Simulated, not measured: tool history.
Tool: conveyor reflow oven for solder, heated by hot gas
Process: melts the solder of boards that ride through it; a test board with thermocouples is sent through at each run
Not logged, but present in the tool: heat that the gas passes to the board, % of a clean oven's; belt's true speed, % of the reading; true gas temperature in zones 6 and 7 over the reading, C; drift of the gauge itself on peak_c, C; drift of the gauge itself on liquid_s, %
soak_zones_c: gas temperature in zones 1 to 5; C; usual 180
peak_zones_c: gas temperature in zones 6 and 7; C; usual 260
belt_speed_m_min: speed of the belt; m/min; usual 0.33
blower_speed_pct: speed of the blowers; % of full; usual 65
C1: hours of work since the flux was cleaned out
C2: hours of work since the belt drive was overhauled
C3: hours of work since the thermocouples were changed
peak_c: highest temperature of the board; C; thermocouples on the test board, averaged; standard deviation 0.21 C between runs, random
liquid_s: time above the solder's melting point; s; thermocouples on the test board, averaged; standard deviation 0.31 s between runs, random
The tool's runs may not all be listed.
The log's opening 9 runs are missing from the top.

Run 10, hour 468.1: usual settings but belt_speed_m_min 0.323 m/min; C1 279; C2 279; C3 339. Result: peak_c 248.3 C, liquid_s 84.3 s.
Run 11, hour 534.3: usual settings but peak_zones_c 255 C, belt_speed_m_min 0.323 m/min; C1 316; C2 316; C3 376. Result: peak_c 244.1 C, liquid_s 79.2 s.
Run 12, hour 599: usual settings but peak_zones_c 255 C, belt_speed_m_min 0.323 m/min; C1 352; C2 352; C3 412. Result: peak_c 244.2 C, liquid_s 78.6 s.
At hour 649.9: flux residue cleaned out of gas plates and filters.
Run 13, hour 664.1: usual settings but peak_zones_c 255 C, belt_speed_m_min 0.323 m/min; C1 8; C2 385; C3 445. Result: peak_c 244.5 C, liquid_s 80.6 s.
Run 14, hour 729.6: usual settings but peak_zones_c 255 C, belt_speed_m_min 0.323 m/min; C1 44; C2 422; C3 481. Result: peak_c 244.8 C, liquid_s 80.6 s.
Run 15, hour 784.9: usual settings; C1 75; C2 453; C3 512. Result: peak_c 248.3 C, liquid_s 82.7 s.
Run 16, hour 838.2: usual settings; C1 105; C2 482; C3 542. Result: peak_c 248.6 C, liquid_s 82.8 s.
Run 17, hour 889.2: usual settings but soak_zones_c 187 C, peak_zones_c 256 C, belt_speed_m_min 0.287 m/min, blower_speed_pct 73 % of full; C1 133; C2 511; C3 570. Result: peak_c 250.8 C, liquid_s 106.2 s.
Run 18, hour 962.1: usual settings but belt_speed_m_min 0.333 m/min, blower_speed_pct 81 % of full; C1 174; C2 551; C3 611. Result: peak_c 251.7 C, liquid_s 87 s.
Run 19, hour 1002.7: usual settings but soak_zones_c 193 C, belt_speed_m_min 0.333 m/min, blower_speed_pct 81 % of full; C1 196; C2 574; C3 633. Result: peak_c 253.3 C, liquid_s 97.3 s.
Run 20, hour 1066.6: usual settings but soak_zones_c 193 C, belt_speed_m_min 0.298 m/min, blower_speed_pct 81 % of full; C1 232; C2 609; C3 669. Result: peak_c 255.5 C, liquid_s 110.7 s.
Run 21, hour 1133.8: usual settings but peak_zones_c 270 C; C1 269; C2 647; C3 706. Result: peak_c 258.3 C, liquid_s 91.8 s.
Run 22, hour 1188.2: usual settings but soak_zones_c 178 C, belt_speed_m_min 0.279 m/min; C1 299; C2 677; C3 737. Result: peak_c 253.2 C, liquid_s 105.5 s.
Run 23, hour 1244: usual settings but soak_zones_c 178 C, belt_speed_m_min 0.279 m/min; C1 330; C2 708; C3 768. Result: peak_c 252.9 C, liquid_s 104.7 s.
Run 24, hour 1304.8: usual settings but soak_zones_c 178 C, belt_speed_m_min 0.279 m/min; C1 364; C2 742; C3 801. Result: peak_c 252.8 C, liquid_s 104.5 s.
At hour 1334.8: flux residue cleaned out of gas plates and filters.
At hour 1338.8: belt drive overhauled, speed set with a stopwatch.
Run 25, hour 1358.7: usual settings but soak_zones_c 178 C, peak_zones_c 251 C, belt_speed_m_min 0.279 m/min, blower_speed_pct 77 % of full; C1 11; C2 11; C3 826. Result: peak_c 247.1 C, liquid_s 98.4 s.
Run 26, hour 1400.2: usual settings but soak_zones_c 179 C, peak_zones_c 251 C, belt_speed_m_min 0.279 m/min, blower_speed_pct 62 % of full; C1 34; C2 34; C3 849. Result: peak_c 244.7 C, liquid_s 93.2 s.
Run 27, hour 1473.3: usual settings but soak_zones_c 179 C, peak_zones_c 251 C, belt_speed_m_min 0.279 m/min, blower_speed_pct 62 % of full; C1 75; C2 75; C3 890. Result: peak_c 244.8 C, liquid_s 94.3 s.
Run 28, hour 1506.2: usual settings but soak_zones_c 179 C, peak_zones_c 251 C, belt_speed_m_min 0.279 m/min, blower_speed_pct 62 % of full; C1 93; C2 93; C3 908. Result: peak_c 244.9 C, liquid_s 94.1 s.
Run 29, hour 1571.9: usual settings but soak_zones_c 179 C, peak_zones_c 251 C, belt_speed_m_min 0.279 m/min, blower_speed_pct 62 % of full; C1 130; C2 130; C3 945. Result: peak_c 244.3 C, liquid_s 94.2 s.
Run 30, hour 1635.9: usual settings but soak_zones_c 179 C, peak_zones_c 251 C, belt_speed_m_min 0.279 m/min, blower_speed_pct 62 % of full; C1 165; C2 165; C3 981. Result: peak_c 244.9 C, liquid_s 94.4 s.
Run 31, hour 1690.7: usual settings but soak_zones_c 166 C, belt_speed_m_min 0.279 m/min, blower_speed_pct 87 % of full; C1 196; C2 196; C3 1011. Result: peak_c 256 C, liquid_s 102.7 s.

Below are 4 alternative next runs, each starting from the tool's condition after run 31. Predict each:
Run A, hour 1737.2: usual settings but soak_zones_c 185 C, peak_zones_c 256 C, belt_speed_m_min 0.279 m/min, blower_speed_pct 89 % of full; C1 222; C2 222; C3 1037. Result: peak_c ?, liquid_s ?.
Run B, hour 1737.2: usual settings but soak_zones_c 182 C, belt_speed_m_min 0.276 m/min; C1 222; C2 222; C3 1037. Result: peak_c ?, liquid_s ?.
Run C, hour 1737.2: usual settings but soak_zones_c 189 C, peak_zones_c 273 C, belt_speed_m_min 0.38 m/min, blower_speed_pct 87 % of full; C1 222; C2 222; C3 1037. Result: peak_c ?, liquid_s ?.
Run D, hour 1737.2: usual settings but soak_zones_c 166 C, belt_speed_m_min 0.279 m/min, blower_speed_pct 88 % of full; C1 222; C2 222; C3 1037. Result: peak_c ?, liquid_s ?.

run  peak_c  liquid_s
  A   253.5     110.6
  B   254.2     109.1
  C   263.6        87
  D   256.4     102.8
With no hidden state in the tool, these same runs would have given:
run  peak_c  liquid_s
  A   250.5     107.4
  B   251.3     105.4
  C   261.1      84.8
  D   253.4      99.6

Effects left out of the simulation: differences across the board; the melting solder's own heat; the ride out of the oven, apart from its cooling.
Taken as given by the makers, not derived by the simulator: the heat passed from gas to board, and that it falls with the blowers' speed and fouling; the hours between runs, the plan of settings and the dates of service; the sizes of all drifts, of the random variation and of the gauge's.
